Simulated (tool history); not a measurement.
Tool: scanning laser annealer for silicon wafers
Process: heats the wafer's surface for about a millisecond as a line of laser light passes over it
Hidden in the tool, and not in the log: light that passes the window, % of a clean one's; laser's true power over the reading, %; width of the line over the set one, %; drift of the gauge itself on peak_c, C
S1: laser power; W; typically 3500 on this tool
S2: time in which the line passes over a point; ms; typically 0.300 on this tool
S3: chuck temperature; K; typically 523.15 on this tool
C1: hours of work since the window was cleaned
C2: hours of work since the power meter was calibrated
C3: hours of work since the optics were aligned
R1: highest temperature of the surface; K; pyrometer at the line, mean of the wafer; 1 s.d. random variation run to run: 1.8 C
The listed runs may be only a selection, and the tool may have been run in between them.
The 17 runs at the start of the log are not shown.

run,hour,S1,S2,S3,C1,C2,C3,R1
18,117.6,3500,0.300,523.15,28,368,1322,1304.15
19,121.8,3500,0.300,523.15,32,371,1326,1305.15
20,130.0,3500,0.346,523.15,38,378,1332,1355.15
21,136.9,3500,0.346,523.15,43,383,1337,1355.15
22,145.3,3500,0.290,523.15,50,389,1344,1293.15
23,153.2,3775,0.226,516.15,56,395,1350,1266.15
24,157.8,3775,0.226,516.15,59,399,1353,1262.15
25,163.3,3775,0.226,516.15,63,403,1357,1264.15
26,171.2,3402,0.312,483.15,69,409,1363,1258.15
27,178.7,3488,0.308,483.15,75,415,1369,1275.15
28,187.9,3488,0.308,483.15,82,422,1376,1271.15
29,196.3,3012,0.243,529.15,88,428,1383,1140.15
30,205.0,3452,0.368,518.15,95,435,1389,1359.15
31,209.2,3452,0.368,518.15,98,438,1392,1361.15
32,214.5,3285,0.368,516.15,102,442,1396,1318.15
33,222.2,3633,0.300,523.15,108,448,1402,1333.15
34,229.2,3750,0.300,523.15,114,453,1408,1360.15
35,236.9,3750,0.300,523.15,119,459,1413,1367.15
36,243.1,3844,0.244,523.15,124,464,1418,1309.15
37,247.5,3844,0.244,523.15,128,467,1422,1311.15
38,251.5,3500,0.314,523.15,131,470,1425,1319.15
39,257.0,3201,0.280,495.15,135,474,1429,1188.15
40,263.0,3630,0.289,524.15,139,479,1433,1321.15
41,267.1,3318,0.326,518.15,143,482,1437,1287.15

4 options for the next run, each taken on its own from the tool as it stands now. Forecast them:
A,274.8,3346,0.300,523.15,148,488,1442,?
B,274.8,3762,0.326,506.15,148,488,1442,?
C,274.8,3333,0.367,518.15,148,488,1442,?
D,274.8,3500,0.269,523.15,148,488,1442,?

run,R1
A,1272.15
B,1379.15
C,1331.15
D,1269.15
Without the tool's hidden state the same runs would have given:
run,R1
A,1273.15
B,1380.15
C,1332.15
D,1270.15
